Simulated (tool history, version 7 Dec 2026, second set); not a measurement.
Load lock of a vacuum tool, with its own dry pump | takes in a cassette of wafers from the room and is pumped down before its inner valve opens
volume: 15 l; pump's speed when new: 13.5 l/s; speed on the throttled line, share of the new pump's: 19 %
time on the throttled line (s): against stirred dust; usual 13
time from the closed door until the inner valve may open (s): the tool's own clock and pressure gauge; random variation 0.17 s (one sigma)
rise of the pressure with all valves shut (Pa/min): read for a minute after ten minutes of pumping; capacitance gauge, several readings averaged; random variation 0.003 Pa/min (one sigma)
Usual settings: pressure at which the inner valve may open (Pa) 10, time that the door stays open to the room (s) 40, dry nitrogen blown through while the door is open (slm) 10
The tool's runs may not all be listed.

run,hour,time on the throttled line (s),pressure at which the inner valve may open (Pa),time that the door stays open to the room (s),dry nitrogen blown through while the door is open (slm),"incoming humidity of the room's air, %",time from the closed door until the inner valve may open (s),rise of the pressure with all valves shut (Pa/min)
1,0,13,10,40,10,49.3,21.5,0.156
2,407.4,13,10,40,10,48.5,21.1,0.165
3,705.9,13,10,40,10,43.3,21.5,0.171
4,1126.5,13,10,40,10,48.1,21,0.175
5,1420,13,10,39,10,45.6,21.3,0.174
6,1853,13,10,39,10,42.9,21.3,0.176
7,2121,13,10,40,10,42.3,21.6,0.18
8,2384.5,13,10,40,10,45.7,21.2,0.184
9,2744.8,13,10,62,10,44.2,21,0.204
10,2929.5,18,10,29,6,42.3,25.2,0.202
11,3125.8,13,10,240,10,46.5,21.4,0.263
12,3339.4,13,10,240,10,44,21.5,0.269
13,3614.9,13,10,240,10,45.2,21.8,0.276
14,4046.8,13,10,240,10,41.1,21.7,0.268
15,4256.9,13,10,240,10,44.7,21.4,0.285
16,4535.4,13,10,240,10,46.6,21.6,0.29
17,4947.1,18,10,40,10,47.2,25.9,0.234

5 ways to go on from here, each from the tool as it stands after run 17. What would each give?
A,5364.7,18,11,40,10,46.6,?,?
B,5364.7,19,11,40,10,45.5,?,?
C,5364.7,18,14,40,21,42.8,?,?
D,5364.7,18,9,30,6,45.1,?,?
E,5364.7,19,12,40,13,49.1,?,?

run,time from the closed door until the inner valve may open (s),rise of the pressure with all valves shut (Pa/min)
A,25.2,0.243
B,26.3,0.231
C,25,0.22
D,25.7,0.234
E,26,0.228
Without the tool's hidden state the same runs would have given:
run,time from the closed door until the inner valve may open (s),rise of the pressure with all valves shut (Pa/min)
A,24.6,0.056
B,25.6,0.045
C,24.4,0.036
D,25,0.047
E,25.4,0.045
